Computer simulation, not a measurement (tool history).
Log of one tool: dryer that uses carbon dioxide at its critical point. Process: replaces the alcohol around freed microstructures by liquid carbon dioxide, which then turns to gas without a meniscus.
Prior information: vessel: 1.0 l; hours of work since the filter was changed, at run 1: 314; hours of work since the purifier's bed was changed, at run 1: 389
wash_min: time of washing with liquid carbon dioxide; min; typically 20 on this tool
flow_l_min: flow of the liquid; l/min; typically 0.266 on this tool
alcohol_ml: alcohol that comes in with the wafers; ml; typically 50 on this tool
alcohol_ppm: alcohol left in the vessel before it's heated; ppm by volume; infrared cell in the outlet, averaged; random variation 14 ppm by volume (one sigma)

run,hour,wash_min,flow_l_min,alcohol_ml,hours of work since the filter was changed,hours of work since the purifier's bed was changed,alcohol_ppm
1,0,20,0.266,50,314,389,1238
2,58.7,20,0.166,50,356,431,5299
3,107.4,20,0.266,50,391,466,1361
4,138.7,20,0.266,105,413,488,2943
5,205.3,20,0.266,105,461,536,2986
# hour 212.9: inlet filter changed
6,261.5,28,0.266,105,35,575,481
7,305.2,20,0.266,50,66,606,1069
8,348.7,20,0.266,29,97,637,667
9,391.6,20,0.31,50,128,668,607
10,434.5,20,0.266,31,159,699,751
11,481.9,20,0.266,31,192,733,766
12,551.6,20,0.266,31,242,783,823
13,612.6,20,0.266,31,286,826,838
14,653.8,20,0.266,50,315,856,1383
15,692,20,0.223,50,343,883,2410
16,758.4,17,0.229,92,390,931,6635
17,811,13,0.408,92,428,968,2654
18,848.7,13,0.408,92,455,995,2735
# hour 869.8: inlet filter changed
19,897.7,28,0.408,63,20,1029,134
20,936.1,22,0.408,54,47,1057,187
21,989.4,22,0.408,54,86,1095,196
22,1022.1,26,0.259,112,109,1118,933
23,1054.7,13,0.234,25,132,1142,2890
24,1105.2,13,0.234,25,168,1178,2902
25,1148.8,13,0.234,25,200,1209,2946
26,1197.7,13,0.234,25,235,1244,3083
27,1262.7,31,0.266,50,281,1291,298
28,1304.3,31,0.266,50,311,1320,324

Measured result minus the same run's result without the hidden state. Both carry the same run-to-run variation, though not necessarily the same gauge scatter:
Unlogged tool condition in this case: flow that reaches the vessel past the clogged filter, %; alcohol in the recycled carbon dioxide, ppm; drift of the gauge itself on alcohol_ppm, %.
run,alcohol_ppm
1,+353
2,+1044
3,+462
4,+1003
5,+1118
6,+96
7,+152
8,+139
9,+160
10,+190
11,+214
12,+262
13,+290
14,+469
15,+710
16,+1820
17,+1051
18,+1130
19,+123
20,+129
21,+136
22,+246
23,+363
24,+419
25,+472
26,+549
27,+204
28,+222
